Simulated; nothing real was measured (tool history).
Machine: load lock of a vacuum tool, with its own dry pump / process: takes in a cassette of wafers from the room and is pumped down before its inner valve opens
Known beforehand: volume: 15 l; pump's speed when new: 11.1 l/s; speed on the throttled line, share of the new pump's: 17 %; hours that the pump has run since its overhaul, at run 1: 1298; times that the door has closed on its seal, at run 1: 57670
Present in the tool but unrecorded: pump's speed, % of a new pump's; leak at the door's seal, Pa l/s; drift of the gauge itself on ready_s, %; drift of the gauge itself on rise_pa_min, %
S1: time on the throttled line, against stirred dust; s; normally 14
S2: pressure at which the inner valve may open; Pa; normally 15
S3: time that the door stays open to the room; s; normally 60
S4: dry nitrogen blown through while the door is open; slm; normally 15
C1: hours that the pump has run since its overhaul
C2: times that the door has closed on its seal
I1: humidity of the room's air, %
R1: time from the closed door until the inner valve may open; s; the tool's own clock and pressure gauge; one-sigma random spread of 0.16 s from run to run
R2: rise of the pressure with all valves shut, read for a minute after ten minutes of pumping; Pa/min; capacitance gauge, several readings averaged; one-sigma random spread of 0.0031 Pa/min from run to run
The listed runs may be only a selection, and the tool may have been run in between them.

{"run": 1, "hour": 0.0, "S1": 14, "S2": 15, "S3": 60, "S4": 15, "C1": 1298, "C2": 57670, "I1": 42.6, "R1": 23.7, "R2": 0.66}
{"run": 2, "hour": 282.3, "S1": 14, "S2": 15, "S3": 60, "S4": 15, "C1": 1580, "C2": 58890, "I1": 42.4, "R1": 23.5, "R2": 0.669}
{"run": 3, "hour": 680.0, "S1": 14, "S2": 13, "S3": 60, "S4": 15, "C1": 1978, "C2": 60609, "I1": 47.2, "R1": 23.8, "R2": 0.712}
{"run": 4, "hour": 872.2, "S1": 12, "S2": 15, "S3": 60, "S4": 15, "C1": 2170, "C2": 61440, "I1": 46.7, "R1": 22.1, "R2": 0.74}
{"run": 5, "hour": 1118.1, "S1": 12, "S2": 15, "S3": 60, "S4": 15, "C1": 2416, "C2": 62503, "I1": 46.5, "R1": 22.1, "R2": 0.746}
{"hour": 1372.7, "done": "door's seal changed, seat wiped"}
{"run": 6, "hour": 1526.4, "S1": 12, "S2": 15, "S3": 60, "S4": 15, "C1": 2823, "C2": 665, "I1": 45.6, "R1": 22.2, "R2": 0.068}
{"run": 7, "hour": 1913.9, "S1": 12, "S2": 15, "S3": 60, "S4": 15, "C1": 3210, "C2": 2340, "I1": 45.2, "R1": 22.5, "R2": 0.07}
{"run": 8, "hour": 2258.5, "S1": 14, "S2": 15, "S3": 60, "S4": 15, "C1": 3555, "C2": 3829, "I1": 46.9, "R1": 23.8, "R2": 0.076}
{"run": 9, "hour": 2521.1, "S1": 14, "S2": 15, "S3": 60, "S4": 15, "C1": 3817, "C2": 4964, "I1": 44.0, "R1": 23.7, "R2": 0.076}
{"run": 10, "hour": 2898.0, "S1": 14, "S2": 15, "S3": 60, "S4": 15, "C1": 4194, "C2": 6594, "I1": 48.0, "R1": 23.8, "R2": 0.096}
{"run": 11, "hour": 3234.4, "S1": 14, "S2": 15, "S3": 60, "S4": 15, "C1": 4531, "C2": 8048, "I1": 48.1, "R1": 24.1, "R2": 0.098}
{"run": 12, "hour": 3525.3, "S1": 14, "S2": 15, "S3": 60, "S4": 15, "C1": 4821, "C2": 9305, "I1": 44.2, "R1": 24.1, "R2": 0.099}
{"run": 13, "hour": 3914.3, "S1": 14, "S2": 16, "S3": 60, "S4": 15, "C1": 5210, "C2": 10987, "I1": 41.3, "R1": 23.9, "R2": 0.112}
{"run": 14, "hour": 4114.8, "S1": 14, "S2": 25, "S3": 60, "S4": 15, "C1": 5411, "C2": 11853, "I1": 47.4, "R1": 23.5, "R2": 0.126}
{"run": 15, "hour": 4451.6, "S1": 14, "S2": 25, "S3": 60, "S4": 15, "C1": 5748, "C2": 13309, "I1": 43.9, "R1": 23.5, "R2": 0.132}
{"run": 16, "hour": 4719.4, "S1": 14, "S2": 25, "S3": 60, "S4": 15, "C1": 6015, "C2": 14467, "I1": 44.4, "R1": 23.6, "R2": 0.142}
{"run": 17, "hour": 5134.4, "S1": 14, "S2": 25, "S3": 60, "S4": 15, "C1": 6430, "C2": 16260, "I1": 43.7, "R1": 23.5, "R2": 0.151}
{"run": 18, "hour": 5477.9, "S1": 14, "S2": 12, "S3": 60, "S4": 15, "C1": 6774, "C2": 17745, "I1": 44.4, "R1": 24.1, "R2": 0.165}
{"run": 19, "hour": 5738.4, "S1": 14, "S2": 15, "S3": 196, "S4": 15, "C1": 7035, "C2": 18871, "I1": 48.1, "R1": 24.0, "R2": 0.233}
{"run": 20, "hour": 6122.0, "S1": 8, "S2": 11, "S3": 196, "S4": 15, "C1": 7418, "C2": 20530, "I1": 43.9, "R1": 19.7, "R2": 0.238}
{"run": 21, "hour": 6440.1, "S1": 8, "S2": 11, "S3": 196, "S4": 15, "C1": 7736, "C2": 21904, "I1": 43.9, "R1": 19.6, "R2": 0.259}
{"run": 22, "hour": 6664.7, "S1": 8, "S2": 11, "S3": 196, "S4": 15, "C1": 7961, "C2": 22875, "I1": 44.9, "R1": 19.9, "R2": 0.275}
{"run": 23, "hour": 7067.2, "S1": 14, "S2": 26, "S3": 60, "S4": 44, "C1": 8363, "C2": 24615, "I1": 43.3, "R1": 23.7, "R2": 0.205}
{"run": 24, "hour": 7289.3, "S1": 14, "S2": 26, "S3": 60, "S4": 44, "C1": 8585, "C2": 25575, "I1": 45.6, "R1": 23.6, "R2": 0.211}
{"run": 25, "hour": 7693.4, "S1": 14, "S2": 26, "S3": 60, "S4": 44, "C1": 8990, "C2": 27322, "I1": 44.5, "R1": 23.5, "R2": 0.233}
{"run": 26, "hour": 7976.6, "S1": 14, "S2": 26, "S3": 60, "S4": 44, "C1": 9273, "C2": 28546, "I1": 48.3, "R1": 23.7, "R2": 0.242}
{"run": 27, "hour": 8364.3, "S1": 24, "S2": 26, "S3": 60, "S4": 44, "C1": 9660, "C2": 30222, "I1": 46.9, "R1": 31.5, "R2": 0.267}
{"run": 28, "hour": 8636.3, "S1": 26, "S2": 15, "S3": 60, "S4": 15, "C1": 9932, "C2": 31398, "I1": 46.0, "R1": 33.9, "R2": 0.292}
{"run": 29, "hour": 8974.9, "S1": 8, "S2": 19, "S3": 196, "S4": 23, "C1": 10271, "C2": 32861, "I1": 45.1, "R1": 18.9, "R2": 0.352}
{"run": 30, "hour": 9184.9, "S1": 8, "S2": 19, "S3": 196, "S4": 23, "C1": 10481, "C2": 33769, "I1": 45.6, "R1": 19.3, "R2": 0.369}
{"run": 31, "hour": 9568.7, "S1": 8, "S2": 19, "S3": 196, "S4": 23, "C1": 10865, "C2": 35428, "I1": 45.1, "R1": 19.4, "R2": 0.381}
{"run": 32, "hour": 9797.9, "S1": 13, "S2": 22, "S3": 60, "S4": 15, "C1": 11094, "C2": 36419, "I1": 47.1, "R1": 23.1, "R2": 0.356}
{"run": 33, "hour": 10134.5, "S1": 10, "S2": 22, "S3": 60, "S4": 15, "C1": 11431, "C2": 37874, "I1": 41.4, "R1": 20.7, "R2": 0.358}
{"run": 34, "hour": 10437.0, "S1": 10, "S2": 22, "S3": 60, "S4": 15, "C1": 11733, "C2": 39181, "I1": 43.4, "R1": 21.1, "R2": 0.395}
{"run": 35, "hour": 10617.6, "S1": 15, "S2": 15, "S3": 60, "S4": 15, "C1": 11914, "C2": 39962, "I1": 44.5, "R1": 25.4, "R2": 0.395}
{"run": 36, "hour": 10874.5, "S1": 20, "S2": 15, "S3": 60, "S4": 18, "C1": 12171, "C2": 41073, "I1": 43.5, "R1": 29.3, "R2": 0.404}
{"run": 37, "hour": 11156.0, "S1": 14, "S2": 18, "S3": 92, "S4": 15, "C1": 12452, "C2": 42289, "I1": 45.0, "R1": 24.4, "R2": 0.432}
{"run": 38, "hour": 11457.6, "S1": 14, "S2": 18, "S3": 92, "S4": 15, "C1": 12754, "C2": 43593, "I1": 44.2, "R1": 24.3, "R2": 0.447}

Branching from run 38: 3 alternative next runs. What would each branch give?
{"run": "A", "hour": 11660.6, "S1": 14, "S2": 24, "S3": 82, "S4": 15, "C1": 12957, "C2": 44470, "I1": 42.3, "R1": "?", "R2": "?"}
{"run": "B", "hour": 11660.6, "S1": 14, "S2": 28, "S3": 124, "S4": 15, "C1": 12957, "C2": 44470, "I1": 47.4, "R1": "?", "R2": "?"}
{"run": "C", "hour": 11660.6, "S1": 7, "S2": 18, "S3": 92, "S4": 15, "C1": 12957, "C2": 44470, "I1": 41.3, "R1": "?", "R2": "?"}

run=A R1=24.1 R2=0.465
run=B R1=23.7 R2=0.491
run=C R1=18.8 R2=0.475
Without the tool's hidden state the same runs would have given:
run=A R1=23.0 R2=0.068
run=B R1=22.6 R2=0.094
run=C R1=17.5 R2=0.071
